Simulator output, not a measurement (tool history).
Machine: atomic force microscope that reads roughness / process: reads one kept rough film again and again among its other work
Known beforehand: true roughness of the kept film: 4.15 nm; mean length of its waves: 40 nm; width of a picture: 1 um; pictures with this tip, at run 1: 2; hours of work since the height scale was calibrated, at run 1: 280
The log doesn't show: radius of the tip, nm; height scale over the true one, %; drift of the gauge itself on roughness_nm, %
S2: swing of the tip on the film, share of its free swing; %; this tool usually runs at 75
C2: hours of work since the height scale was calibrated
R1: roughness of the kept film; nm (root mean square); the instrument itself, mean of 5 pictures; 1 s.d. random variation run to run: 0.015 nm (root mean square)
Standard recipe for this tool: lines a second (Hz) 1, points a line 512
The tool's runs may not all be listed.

Run 1, hour 0: usual settings; pictures with this tip 2; C2 280. Result: R1 3.546 nm (root mean square).
Run 2, hour 9.4: usual settings but lines a second (Hz) 1.56; pictures with this tip 18; C2 287. Result: R1 3.341 nm (root mean square).
Run 3, hour 13.7: usual settings but lines a second (Hz) 1.56; pictures with this tip 25; C2 291. Result: R1 3.282 nm (root mean square).
Run 4, hour 17.8: usual settings; pictures with this tip 32; C2 294. Result: R1 3.43 nm (root mean square).
Run 5, hour 23.2: usual settings; pictures with this tip 41; C2 299. Result: R1 3.392 nm (root mean square).
Run 6, hour 30.6: usual settings; pictures with this tip 53; C2 304. Result: R1 3.335 nm (root mean square).
Run 7, hour 35.2: usual settings; pictures with this tip 61; C2 308. Result: R1 3.291 nm (root mean square).
Run 8, hour 39.2: usual settings; pictures with this tip 68; C2 311. Result: R1 3.275 nm (root mean square).
Run 9, hour 48: usual settings; pictures with this tip 83; C2 318. Result: R1 3.213 nm (root mean square).
Run 10, hour 56: usual settings but points a line 276; pictures with this tip 96; C2 325. Result: R1 3.155 nm (root mean square).
Run 11, hour 60.2: usual settings but lines a second (Hz) 1.89; pictures with this tip 103; C2 328. Result: R1 2.947 nm (root mean square).
Run 12, hour 65.5: usual settings but lines a second (Hz) 1.89; pictures with this tip 112; C2 332. Result: R1 2.913 nm (root mean square).
Run 13, hour 72.8: usual settings but lines a second (Hz) 1.89, points a line 334; pictures with this tip 124; C2 338. Result: R1 2.868 nm (root mean square).
Run 14, hour 77.9: usual settings but lines a second (Hz) 1.89, points a line 334; pictures with this tip 133; C2 342. Result: R1 2.837 nm (root mean square).
Run 15, hour 81.7: usual settings; pictures with this tip 139; C2 345. Result: R1 3.036 nm (root mean square).
Run 16, hour 90.7: usual settings but points a line 756; pictures with this tip 154; C2 353. Result: R1 2.966 nm (root mean square).
Run 17, hour 96.3: usual settings but S2 71 %; pictures with this tip 164; C2 357. Result: R1 3.006 nm (root mean square).
Run 18, hour 102.2: usual settings but S2 71 %; pictures with this tip 174; C2 362. Result: R1 2.97 nm (root mean square).
Run 19, hour 111.5: usual settings but S2 71 %, points a line 555; pictures with this tip 189; C2 369. Result: R1 2.93 nm (root mean square).
At hour 115.2: new tip fitted.
Run 20, hour 120.3: usual settings but S2 71 %, points a line 555; pictures with this tip 8; C2 376. Result: R1 3.532 nm (root mean square).
Run 21, hour 127.7: usual settings but S2 71 %, points a line 555; pictures with this tip 20; C2 382. Result: R1 3.491 nm (root mean square).
Run 22, hour 136.9: usual settings but S2 63 %, points a line 555; pictures with this tip 36; C2 389. Result: R1 3.505 nm (root mean square).
Run 23, hour 145.7: usual settings but lines a second (Hz) 2.17, S2 63 %, points a line 994; pictures with this tip 51; C2 396. Result: R1 3.292 nm (root mean square).
Run 24, hour 153.2: usual settings but lines a second (Hz) 1.76, S2 68 %; pictures with this tip 63; C2 402. Result: R1 3.213 nm (root mean square).
Run 25, hour 158.9: usual settings but lines a second (Hz) 1.12, S2 59 %, points a line 656; pictures with this tip 73; C2 407. Result: R1 3.386 nm (root mean square).
Run 26, hour 167.3: usual settings but lines a second (Hz) 2.82, S2 66 %, points a line 596; pictures with this tip 87; C2 413. Result: R1 3.029 nm (root mean square).
Run 27, hour 175.2: usual settings but lines a second (Hz) 2.82, S2 66 %, points a line 596; pictures with this tip 100; C2 420. Result: R1 2.974 nm (root mean square).
Run 28, hour 179.6: usual settings but lines a second (Hz) 2.82, S2 66 %, points a line 596; pictures with this tip 108; C2 423. Result: R1 2.944 nm (root mean square).
Run 29, hour 187.4: usual settings but lines a second (Hz) 2.82, S2 66 %, points a line 596; pictures with this tip 121; C2 429. Result: R1 2.917 nm (root mean square).
Run 30, hour 193.2: usual settings but lines a second (Hz) 2.82, S2 66 %, points a line 596; pictures with this tip 130; C2 434. Result: R1 2.892 nm (root mean square).
Run 31, hour 202.5: usual settings but lines a second (Hz) 2.82, S2 66 %, points a line 610; pictures with this tip 146; C2 441. Result: R1 2.842 nm (root mean square).
Run 32, hour 208.7: usual settings but lines a second (Hz) 2.82, S2 66 %, points a line 610; pictures with this tip 156; C2 446. Result: R1 2.832 nm (root mean square).
Run 33, hour 212.8: usual settings but lines a second (Hz) 2.82, S2 66 %, points a line 610; pictures with this tip 163; C2 450. Result: R1 2.802 nm (root mean square).
Run 34, hour 220.1: usual settings but lines a second (Hz) 2.82, S2 65 %, points a line 271; pictures with this tip 175; C2 456. Result: R1 2.75 nm (root mean square).
Run 35, hour 225.3: usual settings but lines a second (Hz) 2.82, S2 88 %, points a line 565; pictures with this tip 184; C2 460. Result: R1 2.151 nm (root mean square).
At hour 231.9: new tip fitted.
Run 36, hour 234.3: usual settings but lines a second (Hz) 2.82, S2 66 %, points a line 286; pictures with this tip 4; C2 466. Result: R1 3.315 nm (root mean square).
Run 37, hour 242.8: usual settings but S2 72 %; pictures with this tip 19; C2 473. Result: R1 3.501 nm (root mean square).
Run 38, hour 248.6: usual settings but lines a second (Hz) 1.28, S2 57 %; pictures with this tip 28; C2 478. Result: R1 3.582 nm (root mean square).
Run 39, hour 252.6: usual settings but lines a second (Hz) 1.28, S2 76 %, points a line 309; pictures with this tip 35; C2 481. Result: R1 3.311 nm (root mean square).
Run 40, hour 257.2: usual settings but lines a second (Hz) 1.27; pictures with this tip 43; C2 485. Result: R1 3.277 nm (root mean square).
Run 41, hour 265.1: usual settings but points a line 564; pictures with this tip 56; C2 491. Result: R1 3.325 nm (root mean square).

The logged runs with the hidden state left out (each run's random variation unchanged):
run     R1
  1  3.567
  2  3.429
  3  3.394
  4  3.576
  5  3.576
  6  3.564
  7  3.546
  8   3.56
  9  3.552
 10   3.54
 11  3.331
 12  3.322
 13  3.313
 14  3.312
 15  3.566
 16  3.539
 17  3.621
 18  3.617
 19  3.623
 20  3.606
 21  3.617
 22    3.7
 23  3.538
 24  3.505
 25   3.74
 26  3.396
 27  3.381
 28  3.375
 29  3.384
 30  3.385
 31  3.383
 32  3.405
 33  3.397
 34  3.377
 35  2.667
 36  3.343
 37  3.593
 38  3.723
 39  3.467
 40  3.464
 41  3.565
